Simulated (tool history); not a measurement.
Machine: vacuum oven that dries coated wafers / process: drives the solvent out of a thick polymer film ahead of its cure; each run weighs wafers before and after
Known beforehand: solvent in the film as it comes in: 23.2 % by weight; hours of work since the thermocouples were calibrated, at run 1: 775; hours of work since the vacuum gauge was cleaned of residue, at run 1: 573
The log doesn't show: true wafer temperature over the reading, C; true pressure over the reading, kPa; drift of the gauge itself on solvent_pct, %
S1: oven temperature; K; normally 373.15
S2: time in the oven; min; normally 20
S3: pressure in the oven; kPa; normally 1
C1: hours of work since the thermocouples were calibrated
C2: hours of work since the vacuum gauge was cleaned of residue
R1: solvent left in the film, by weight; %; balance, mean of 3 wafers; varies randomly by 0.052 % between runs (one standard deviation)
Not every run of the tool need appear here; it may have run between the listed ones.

run,day,S1,S2,S3,C1,C2,R1
1,0,373.15,20,1,775,573,1.49
2,1.012,373.15,20,1,786,583,1.4
# day 2.621: oven's thermocouples calibrated
3,3.338,373.15,20,1,7,606,1.37
4,4.9,369.15,20,1,23,622,2.03
5,5.958,373.15,17,1,34,633,1.89
6,7.567,373.15,17,1,50,649,1.97
7,8.808,373.15,20,1.55,63,662,1.74
8,10.021,373.15,20,1.55,76,674,1.89
9,11.408,373.15,20,1.55,90,688,1.62
10,12.525,377.15,20,1,101,700,1.02
11,14.221,383.15,20,1,118,717,0.63
12,16.262,373.15,10,1,139,738,4.25
13,18.375,373.15,10,1,161,760,4.26
14,20.508,373.15,10,1,183,781,4.3
15,21.646,373.15,10,1,194,793,4.2
16,22.7,373.15,10,1,205,804,4.32
17,24.467,373.15,10,1,223,822,4.25
18,25.871,373.15,20,1,237,836,1.45
19,27.921,365.15,20,1,258,857,2.95
20,29.233,365.15,20,1,272,870,2.79
21,30.662,362.15,20,1,286,885,3.65
22,31.754,373.15,32,2.08,298,896,1.46
23,33.321,373.15,16,0.64,314,912,1.86
24,35.175,373.15,16,0.64,332,931,1.79
25,37.046,373.15,13,1.4,352,950,3.17
26,38.717,380.15,27,1,369,967,0.56
27,40.171,386.15,16,1.74,383,982,0.83
28,41.346,386.15,16,1.74,395,994,0.89
29,42.846,373.15,22,2,411,1009,1.85
30,44.783,363.15,19,0.57,431,1029,3.22
31,46.821,373.15,21,3.43,451,1050,2.97
32,48.212,369.15,13,0.7,466,1064,3.82
33,49.921,369.15,13,2.65,483,1082,5.12
34,51.854,369.15,13,2.65,503,1101,5
35,53.921,373.15,34,0.86,524,1123,0.68
36,56.333,373.15,34,0.86,549,1147,0.61
37,57.996,372.15,34,2.55,566,1164,1.91
38,60.358,379.15,20,1,590,1188,0.85
39,62.325,379.15,20,1,610,1208,0.83

Forecast each of these 3 alternatives for the next run:
A,64.592,374.15,20,3.78,633,1232,?
B,64.592,377.15,27,2.49,633,1232,?
C,64.592,372.15,23,0.71,633,1232,?

run,R1
A,3.11
B,1.58
C,1.05
Take away the tool's hidden state, keep each run's random variation, and the runs would have read:
run,R1
A,3.1
B,1.57
C,1.04
